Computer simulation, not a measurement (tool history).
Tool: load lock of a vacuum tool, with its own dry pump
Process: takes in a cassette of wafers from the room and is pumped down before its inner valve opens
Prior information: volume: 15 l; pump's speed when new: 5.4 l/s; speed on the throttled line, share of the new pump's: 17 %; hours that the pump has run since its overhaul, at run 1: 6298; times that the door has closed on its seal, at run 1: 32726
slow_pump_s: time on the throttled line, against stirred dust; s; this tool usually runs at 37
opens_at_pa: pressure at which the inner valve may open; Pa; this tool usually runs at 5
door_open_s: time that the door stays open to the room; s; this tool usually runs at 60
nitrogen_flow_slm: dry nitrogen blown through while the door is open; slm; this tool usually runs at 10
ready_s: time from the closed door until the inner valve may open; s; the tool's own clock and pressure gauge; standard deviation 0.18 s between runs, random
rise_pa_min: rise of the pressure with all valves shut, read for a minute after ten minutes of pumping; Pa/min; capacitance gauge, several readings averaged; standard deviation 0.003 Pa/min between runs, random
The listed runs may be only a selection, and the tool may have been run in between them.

run    hour  slow_pump_s  opens_at_pa  door_open_s  nitrogen_flow_slm  hours that the pump has run since its overhaul  times that the door has closed on its seal  incoming humidity of the room's air, %  ready_s  rise_pa_min
  1     0.0           37            5           60                 10                                            6298                                       32726                                    43.0     61.5        0.496
  2   302.2           37            5           60                 10                                            6601                                       34122                                    45.0     61.7        0.518
  3   509.1           37            5          121                 10                                            6807                                       35077                                    42.2     61.9        0.559
  4   909.0           37            5           60                 10                                            7207                                       36923                                    43.0     62.0        0.584
      964.9  -- door's seal changed, seat wiped
  5  1335.6           37            5          171                 10                                            7632                                        1712                                    44.5     62.3        0.090
  6  1641.4           37            5          171                 10                                            7938                                        3124                                    46.9     62.2        0.092
  7  2061.9           62            5          171                 10                                            8359                                        5066                                    44.2     82.6        0.107
  8  2506.6           62            5          171                 10                                            8803                                        7119                                    48.4     82.5        0.118
  9  2742.6           62            5          171                 10                                            9039                                        8208                                    40.4     83.2        0.123
 10  2958.4           62            5          171                 10                                            9255                                        9205                                    41.5     82.9        0.128
 11  3343.9           27           10           94                  5                                            9641                                       10985                                    40.7     52.8        0.147
     3536.1  -- dry pump taken out, an overhauled one fitted
 12  3705.5           37            5           60                 13                                             169                                       12627                                    50.7     58.9        0.147
 13  4058.2           37            5           60                 13                                             522                                       14255                                    50.3     58.6        0.156
 14  4251.7           37            5           60                 14                                             716                                       15149                                    44.5     59.1        0.161
 15  4449.8           30            6          237                 20                                             914                                       16063                                    42.8     52.8        0.199
 16  4643.3           41            6          183                 10                                            1107                                       16957                                    47.1     62.1        0.230
 17  5045.9           41            9           44                 10                                            1510                                       18815                                    45.5     60.7        0.213
 18  5354.6           41            9           44                 10                                            1818                                       20241                                    45.5     61.0        0.239

A few steps of ready_s between consecutive runs. Split each: what settings, incoming material and random variation would produce without the hidden state, and what is left over for the hidden state, along with gauge scatter present in only one of the two compared results (measured, and without hidden state):
Hidden conditions of the tool in this case: pump's speed, % of a new pump's; leak at the door's seal, Pa l/s; drift of the gauge itself on ready_s, %; drift of the gauge itself on rise_pa_min, %.
Run 10 -> 11: slow_pump_s 62 -> 27, opens_at_pa 5 -> 10, door_open_s 171 -> 94, nitrogen_flow_slm 10 -> 5. ready_s -30.1 s: hidden state +1.0, all else -31.1.
Run 11 -> 12: slow_pump_s 27 -> 37, opens_at_pa 10 -> 5, door_open_s 94 -> 60, nitrogen_flow_slm 5 -> 13, dry pump taken out, an overhauled one fitted. ready_s +6.1 s: hidden state -4.3, all else +10.4.

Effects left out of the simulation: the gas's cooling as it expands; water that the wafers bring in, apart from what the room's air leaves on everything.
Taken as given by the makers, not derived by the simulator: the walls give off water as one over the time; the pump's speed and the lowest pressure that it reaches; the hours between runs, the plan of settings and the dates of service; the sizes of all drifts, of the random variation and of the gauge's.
